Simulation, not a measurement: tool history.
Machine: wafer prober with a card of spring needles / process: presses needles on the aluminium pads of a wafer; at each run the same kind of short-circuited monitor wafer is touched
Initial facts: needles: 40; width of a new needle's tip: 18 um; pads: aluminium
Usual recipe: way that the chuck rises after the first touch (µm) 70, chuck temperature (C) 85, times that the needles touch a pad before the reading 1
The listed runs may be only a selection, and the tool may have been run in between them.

| run | day | way that the chuck rises after the first touch (µm) | chuck temperature (C) | times that the needles touch a pad before the reading | resistance of one needle with its contact and lead (mohm) | way that a needle slides on the pad (µm) |
|---|---|---|---|---|---|---|
| 1 | 0.000 | 70 | 85 | 1 | 353 | 16.55 |
| 2 | 0.783 | 70 | 85 | 2 | 375 | 16.55 |
| 3 | 1.621 | 70 | 85 | 2 | 335 | 16.51 |
| 4 | 2.400 | 70 | 85 | 1 | 389 | 16.50 |
| 5 | 3.504 | 70 | 85 | 1 | 345 | 16.50 |
| 6 | 4.142 | 70 | 85 | 1 | 329 | 16.46 |
| 7 | 4.979 | 61 | 85 | 1 | 353 | 14.29 |
| 8 | 5.896 | 70 | 80 | 1 | 366 | 16.42 |
| 9 | 7.288 | 70 | 85 | 2 | 321 | 16.38 |
| 10 | 8.317 | 70 | 85 | 2 | 274 | 16.36 |
| 11 | 8.971 | 70 | 85 | 2 | 294 | 16.31 |
| 12 | 10.208 | 70 | 85 | 2 | 332 | 16.64 |
| 13 | 11.350 | 70 | 85 | 2 | 316 | 16.61 |
| 14 | 12.654 | 70 | 85 | 2 | 301 | 16.57 |
| 15 | 13.750 | 70 | 85 | 2 | 328 | 16.53 |
| 16 | 15.096 | 70 | 85 | 2 | 324 | 16.51 |
| 17 | 15.829 | 62 | 85 | 2 | 341 | 14.62 |
| 18 | 16.954 | 79 | 80 | 2 | 270 | 18.58 |
| 19 | 18.079 | 79 | 80 | 2 | 310 | 18.55 |
| 20 | 19.029 | 70 | 85 | 1 | 394 | 16.40 |
| 21 | 20.329 | 70 | 85 | 1 | 382 | 16.35 |
| 22 | 21.654 | 70 | 85 | 1 | 362 | 16.33 |
| 23 | 22.379 | 78 | 95 | 1 | 339 | 18.18 |
| 24 | 23.271 | 87 | 40 | 1 | 328 | 20.68 |
| 25 | 24.458 | 83 | 85 | 2 | 297 | 19.69 |
| 26 | 25.550 | 74 | 85 | 1 | 377 | 17.53 |
| 27 | 26.800 | 63 | 109 | 1 | 388 | 14.89 |
| 28 | 27.496 | 63 | 117 | 1 | 366 | 14.87 |
| 29 | 28.329 | 63 | 117 | 1 | 391 | 14.83 |
| 30 | 29.733 | 63 | 117 | 1 | 362 | 14.80 |

Put back what was entered between runs (43 entries, withheld): which listed runs does each sit between, and how does the hidden state differ from the listed run before to the listed run after?
Between runs 1 and 2: tips cleaned on abrasive film (day 0.271)
  debris on the tips, nm: 32.8 -> 69.7; way that the needles fall short of the set height, um: 0.28 -> 0.44; tips' diameter, um: 18.6 -> 18.92
  measured value less the no-hidden-state value, resistance of one needle with its contact and lead (mohm): +83 -> +108; way that a needle slides on the pad (µm): -0.06 -> -0.10
Between runs 2 and 3: tips cleaned on abrasive film (day 1.038)
  debris on the tips, nm: 69.7 -> 42.3; way that the needles fall short of the set height, um: 0.44 -> 0.53; tips' diameter, um: 18.92 -> 18.95
  measured value less the no-hidden-state value, resistance of one needle with its contact and lead (mohm): +108 -> +67; way that a needle slides on the pad (µm): -0.10 -> -0.13
Between runs 3 and 4: tips cleaned on abrasive film (day 1.758)
  debris on the tips, nm: 42.3 -> 45.8; way that the needles fall short of the set height, um: 0.53 -> 0.6; tips' diameter, um: 18.95 -> 18.98
  measured value less the no-hidden-state value, resistance of one needle with its contact and lead (mohm): +67 -> +120; way that a needle slides on the pad (µm): -0.13 -> -0.14
Between runs 4 and 5: tips cleaned on abrasive film (day 2.521); tips cleaned on abrasive film (day 3.208)
  debris on the tips, nm: 45.8 -> 27.6; way that the needles fall short of the set height, um: 0.6 -> 0.75; tips' diameter, um: 18.98 -> 19.03
  measured value less the no-hidden-state value, resistance of one needle with its contact and lead (mohm): +120 -> +75; way that a needle slides on the pad (µm): -0.14 -> -0.18
Between runs 5 and 6: tips cleaned on abrasive film (day 3.925)
  debris on the tips, nm: 27.6 -> 23; way that the needles fall short of the set height, um: 0.75 -> 0.81; tips' diameter, um: 19.03 -> 19.05
  measured value less the no-hidden-state value, resistance of one needle with its contact and lead (mohm): +75 -> +62; way that a needle slides on the pad (µm): -0.18 -> -0.20
Between runs 6 and 7: tips cleaned on abrasive film (day 4.696)
  debris on the tips, nm: 23 -> 24.1; way that the needles fall short of the set height, um: 0.81 -> 0.87; tips' diameter, um: 19.05 -> 19.08
  measured value less the no-hidden-state value, resistance of one needle with its contact and lead (mohm): +62 -> +84; way that a needle slides on the pad (µm): -0.20 -> -0.20
Between runs 7 and 8: tips cleaned on abrasive film (day 5.475)
  debris on the tips, nm: 24.1 -> 35.6; way that the needles fall short of the set height, um: 0.87 -> 0.97; tips' diameter, um: 19.08 -> 19.11
  measured value less the no-hidden-state value, resistance of one needle with its contact and lead (mohm): +84 -> +97; way that a needle slides on the pad (µm): -0.20 -> -0.23
Between runs 8 and 9: tips cleaned on abrasive film (day 6.167); tips cleaned on abrasive film (day 6.888)
  debris on the tips, nm: 35.6 -> 32.1; way that the needles fall short of the set height, um: 0.97 -> 1.11; tips' diameter, um: 19.11 -> 19.16
  measured value less the no-hidden-state value, resistance of one needle with its contact and lead (mohm): +97 -> +53; way that a needle slides on the pad (µm): -0.23 -> -0.26
Between runs 9 and 10: tips cleaned on abrasive film (day 7.633); tips cleaned on abrasive film (day 8.317)
  debris on the tips, nm: 32.1 -> 4.9; way that the needles fall short of the set height, um: 1.11 -> 1.28; tips' diameter, um: 19.16 -> 19.22
  measured value less the no-hidden-state value, resistance of one needle with its contact and lead (mohm): +53 -> +9; way that a needle slides on the pad (µm): -0.26 -> -0.30
Between runs 10 and 11: tips cleaned on abrasive film, once more (day 8.858)
  debris on the tips, nm: 4.9 -> 15.5; way that the needles fall short of the set height, um: 1.28 -> 1.37; tips' diameter, um: 19.22 -> 19.25
  measured value less the no-hidden-state value, resistance of one needle with its contact and lead (mohm): +9 -> +27; way that a needle slides on the pad (µm): -0.30 -> -0.32
Between runs 11 and 12: tips cleaned on abrasive film (day 9.633); height of the first contact set anew (day 9.742)
  debris on the tips, nm: 15.5 -> 41.1; way that the needles fall short of the set height, um: 1.37 -> 0; tips' diameter, um: 19.25 -> 19.28
  measured value less the no-hidden-state value, resistance of one needle with its contact and lead (mohm): +27 -> +65; way that a needle slides on the pad (µm): -0.32 -> +0.00
Between runs 12 and 13: tips cleaned on abrasive film (day 10.325); tips cleaned on abrasive film (day 11.012)
  debris on the tips, nm: 41.1 -> 31.8; way that the needles fall short of the set height, um: 0 -> 0.17; tips' diameter, um: 19.28 -> 19.34
  measured value less the no-hidden-state value, resistance of one needle with its contact and lead (mohm): +65 -> +51; way that a needle slides on the pad (µm): +0.00 -> -0.04
Between runs 13 and 14: tips cleaned on abrasive film (day 11.746); tips cleaned on abrasive film (day 12.442)
  debris on the tips, nm: 31.8 -> 20.4; way that the needles fall short of the set height, um: 0.17 -> 0.33; tips' diameter, um: 19.34 -> 19.39
  measured value less the no-hidden-state value, resistance of one needle with its contact and lead (mohm): +51 -> +34; way that a needle slides on the pad (µm): -0.04 -> -0.08
Between runs 14 and 15: tips cleaned on abrasive film (day 13.229)
  debris on the tips, nm: 20.4 -> 38.2; way that the needles fall short of the set height, um: 0.33 -> 0.43; tips' diameter, um: 19.39 -> 19.43
  measured value less the no-hidden-state value, resistance of one needle with its contact and lead (mohm): +34 -> +62; way that a needle slides on the pad (µm): -0.08 -> -0.10
Between runs 15 and 16: tips cleaned on abrasive film (day 13.962); tips cleaned on abrasive film (day 14.683)
  debris on the tips, nm: 38.2 -> 34; way that the needles fall short of the set height, um: 0.43 -> 0.59; tips' diameter, um: 19.43 -> 19.48
  measured value less the no-hidden-state value, resistance of one needle with its contact and lead (mohm): +62 -> +57; way that a needle slides on the pad (µm): -0.10 -> -0.14
Between runs 16 and 17: tips cleaned on abrasive film (day 15.446)
  debris on the tips, nm: 34 -> 31.8; way that the needles fall short of the set height, um: 0.59 -> 0.69; tips' diameter, um: 19.48 -> 19.52
  measured value less the no-hidden-state value, resistance of one needle with its contact and lead (mohm): +57 -> +68; way that a needle slides on the pad (µm): -0.14 -> -0.16
Between runs 17 and 18: tips cleaned on abrasive film (day 16.162); tips cleaned on abrasive film (day 16.933)
  debris on the tips, nm: 31.8 -> 5; way that the needles fall short of the set height, um: 0.69 -> 0.88; tips' diameter, um: 19.52 -> 19.58
  measured value less the no-hidden-state value, resistance of one needle with its contact and lead (mohm): +68 -> +8; way that a needle slides on the pad (µm): -0.16 -> -0.21
Between runs 18 and 19: tips cleaned on abrasive film (day 17.662)
  debris on the tips, nm: 5 -> 32.8; way that the needles fall short of the set height, um: 0.88 -> 0.97; tips' diameter, um: 19.58 -> 19.62
  measured value less the no-hidden-state value, resistance of one needle with its contact and lead (mohm): +8 -> +46; way that a needle slides on the pad (µm): -0.21 -> -0.23
Between runs 19 and 20: tips cleaned on abrasive film (day 18.375)
  debris on the tips, nm: 32.8 -> 44; way that the needles fall short of the set height, um: 0.97 -> 1.08; tips' diameter, um: 19.62 -> 19.65
  measured value less the no-hidden-state value, resistance of one needle with its contact and lead (mohm): +46 -> +124; way that a needle slides on the pad (µm): -0.23 -> -0.25
Between runs 20 and 21: tips cleaned on abrasive film (day 19.125); tips cleaned on abrasive film (day 19.821)
  debris on the tips, nm: 44 -> 38.4; way that the needles fall short of the set height, um: 1.08 -> 1.26; tips' diameter, um: 19.65 -> 19.72
  measured value less the no-hidden-state value, resistance of one needle with its contact and lead (mohm): +124 -> +111; way that a needle slides on the pad (µm): -0.25 -> -0.30
Between runs 21 and 22: tips cleaned on abrasive film (day 20.508); tips cleaned on abrasive film (day 21.254)
  debris on the tips, nm: 38.4 -> 32.6; way that the needles fall short of the set height, um: 1.26 -> 1.44; tips' diameter, um: 19.72 -> 19.78
  measured value less the no-hidden-state value, resistance of one needle with its contact and lead (mohm): +111 -> +95; way that a needle slides on the pad (µm): -0.30 -> -0.34
Between runs 22 and 23: tips cleaned on abrasive film (day 22.017)
  debris on the tips, nm: 32.6 -> 29.9; way that the needles fall short of the set height, um: 1.44 -> 1.51; tips' diameter, um: 19.78 -> 19.8
  measured value less the no-hidden-state value, resistance of one needle with its contact and lead (mohm): +95 -> +70; way that a needle slides on the pad (µm): -0.34 -> -0.36
Between runs 23 and 24: tips cleaned on abrasive film (day 22.742); height of the first contact set anew (day 22.867)
  debris on the tips, nm: 29.9 -> 37.1; way that the needles fall short of the set height, um: 1.51 -> 0; tips' diameter, um: 19.8 -> 19.83
  measured value less the no-hidden-state value, resistance of one needle with its contact and lead (mohm): +70 -> +75; way that a needle slides on the pad (µm): -0.36 -> +0.00
Between runs 24 and 25: tips cleaned on abrasive film (day 23.504); tips cleaned on abrasive film (day 24.188)
  debris on the tips, nm: 37.1 -> 23.1; way that the needles fall short of the set height, um: 0 -> 0.16; tips' diameter, um: 19.83 -> 19.89
  measured value less the no-hidden-state value, resistance of one needle with its contact and lead (mohm): +75 -> +30; way that a needle slides on the pad (µm): +0.00 -> -0.04
Between runs 25 and 26: tips cleaned on abrasive film (day 24.958)
  debris on the tips, nm: 23.1 -> 43.5; way that the needles fall short of the set height, um: 0.16 -> 0.24; tips' diameter, um: 19.89 -> 19.92
  measured value less the no-hidden-state value, resistance of one needle with its contact and lead (mohm): +30 -> +111; way that a needle slides on the pad (µm): -0.04 -> -0.05
Between runs 26 and 27: tips cleaned on abrasive film (day 25.654); tips cleaned on abrasive film (day 26.421)
  debris on the tips, nm: 43.5 -> 32.6; way that the needles fall short of the set height, um: 0.24 -> 0.43; tips' diameter, um: 19.92 -> 19.98
  measured value less the no-hidden-state value, resistance of one needle with its contact and lead (mohm): +111 -> +111; way that a needle slides on the pad (µm): -0.05 -> -0.10
Between runs 27 and 28: tips cleaned on abrasive film (day 27.200)
  debris on the tips, nm: 32.6 -> 25.4; way that the needles fall short of the set height, um: 0.43 -> 0.52; tips' diameter, um: 19.98 -> 20.02
  measured value less the no-hidden-state value, resistance of one needle with its contact and lead (mohm): +111 -> +87; way that a needle slides on the pad (µm): -0.10 -> -0.13
Between runs 28 and 29: tips cleaned on abrasive film (day 27.962)
  debris on the tips, nm: 25.4 -> 33.8; way that the needles fall short of the set height, um: 0.52 -> 0.63; tips' diameter, um: 20.02 -> 20.06
  measured value less the no-hidden-state value, resistance of one needle with its contact and lead (mohm): +87 -> +114; way that a needle slides on the pad (µm): -0.13 -> -0.15
Between runs 29 and 30: tips cleaned on abrasive film (day 28.750); tips cleaned on abrasive film (day 29.483)
  debris on the tips, nm: 33.8 -> 23.7; way that the needles fall short of the set height, um: 0.63 -> 0.82; tips' diameter, um: 20.06 -> 20.12
  measured value less the no-hidden-state value, resistance of one needle with its contact and lead (mohm): +114 -> +82; way that a needle slides on the pad (µm): -0.15 -> -0.20

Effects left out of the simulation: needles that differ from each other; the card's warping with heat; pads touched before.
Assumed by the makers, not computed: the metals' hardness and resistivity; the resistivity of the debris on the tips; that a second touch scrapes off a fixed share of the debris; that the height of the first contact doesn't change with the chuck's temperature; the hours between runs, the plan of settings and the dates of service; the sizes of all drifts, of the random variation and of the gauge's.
